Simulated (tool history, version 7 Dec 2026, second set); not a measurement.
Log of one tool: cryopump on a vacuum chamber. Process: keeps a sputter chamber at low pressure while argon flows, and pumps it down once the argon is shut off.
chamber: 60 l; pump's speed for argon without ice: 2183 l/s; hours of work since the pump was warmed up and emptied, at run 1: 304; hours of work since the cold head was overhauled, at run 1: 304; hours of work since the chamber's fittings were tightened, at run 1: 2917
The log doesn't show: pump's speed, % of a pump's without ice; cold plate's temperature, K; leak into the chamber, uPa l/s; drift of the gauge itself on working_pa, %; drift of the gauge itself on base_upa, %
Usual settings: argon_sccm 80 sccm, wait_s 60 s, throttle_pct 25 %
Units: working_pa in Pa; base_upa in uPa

run	hour	argon_sccm	wait_s	throttle_pct	hours of work since the pump was warmed up and emptied	hours of work since the cold head was overhauled	hours of work since the chamber's fittings were tightened	working_pa	base_upa
1	0	80	60	25	304	304	2917	0.2676	2.62
2	16.7	80	60	52	313	313	2925	0.1405	2.67
3	34	80	60	52	322	322	2934	0.1399	2.6
4	52	80	60	52	331	331	2943	0.1413	2.7
5	69.5	80	60	52	340	340	2952	0.1404	2.79
6	85.8	80	60	52	348	348	2961	0.1419	2.71
7	107.5	80	60	52	359	359	2972	0.1431	2.72
8	119.1	80	60	25	365	365	2978	0.272	2.77
9	133	80	60	25	372	372	2985	0.2734	2.77
10	154.3	80	300	25	383	383	2996	0.2725	2.16
11	166.6	80	60	25	389	389	3002	0.2724	2.81
12	184.7	80	60	25	399	399	3011	0.2761	2.83
13	207	80	60	25	410	410	3023	0.2787	2.92
14	219.3	80	60	25	416	416	3029	0.2768	2.94
15	236.9	80	60	25	425	425	3038	0.2769	2.91
16	246.6	80	60	25	430	430	3043	0.2801	2.93
17	266.2	108	60	25	440	440	3053	0.3776	2.98
18	285.9	108	60	25	450	450	3063	0.3795	2.97
19	301.1	90	48	39	458	458	3071	0.2146	3.23
# hour 312.7: pump warmed up, emptied and cooled again
20	317.2	90	48	39	2	464	3077	0.1797	2.51
21	338.1	59	21	55	13	475	3087	0.0855	3.98
22	354.4	35	60	38	21	483	3096	0.0721	2.37
23	366.7	46	117	20	28	489	3102	0.1793	2
24	376.8	46	117	20	33	494	3107	0.1807	1.92
25	392.1	46	117	20	41	502	3115	0.1807	1.98
26	401.5	80	60	31	45	507	3120	0.2035	2.38
27	411.2	139	68	25	50	512	3125	0.4368	2.31
28	424	70	118	21	57	519	3131	0.2631	1.94
29	437.7	75	60	20	64	526	3138	0.2933	2.34
30	447.2	53	60	25	69	530	3143	0.1669	2.45
31	461.5	53	60	25	76	538	3150	0.1683	2.52
32	481.5	99	261	20	86	548	3161	0.3904	1.85
33	494.8	99	152	20	93	555	3167	0.3886	1.89
34	505.4	99	152	20	99	560	3173	0.3928	1.97

Hidden state or all else? Some run-to-run changes of working_pa, split into what the settings, what came in and random variation would give without the hidden state, and what is left for the hidden state (with any gauge scatter that isn't in both results):
Run 16 -> 17: argon_sccm 80 -> 108. working_pa +0.0975 Pa: hidden state +0.012, all else +0.0855.
Run 18 -> 19: argon_sccm 108 -> 90, wait_s 60 -> 48, throttle_pct 25 -> 39. working_pa -0.1649 Pa: hidden state -0.0066, all else -0.1583.
Run 19 -> 20: pump warmed up, emptied and cooled again. working_pa -0.0349 Pa: hidden state -0.036, all else +0.0011.
Run 26 -> 27: argon_sccm 80 -> 139, wait_s 60 -> 68, throttle_pct 31 -> 25. working_pa +0.2333 Pa: hidden state +0.003, all else +0.2303.
Run 27 -> 28: argon_sccm 139 -> 70, wait_s 68 -> 118, throttle_pct 25 -> 21. working_pa -0.1737 Pa: hidden state -0.0029, all else -0.1708.
Run 31 -> 32: argon_sccm 53 -> 99, wait_s 60 -> 261, throttle_pct 25 -> 20. working_pa +0.2221 Pa: hidden state +0.0035, all else +0.2186.

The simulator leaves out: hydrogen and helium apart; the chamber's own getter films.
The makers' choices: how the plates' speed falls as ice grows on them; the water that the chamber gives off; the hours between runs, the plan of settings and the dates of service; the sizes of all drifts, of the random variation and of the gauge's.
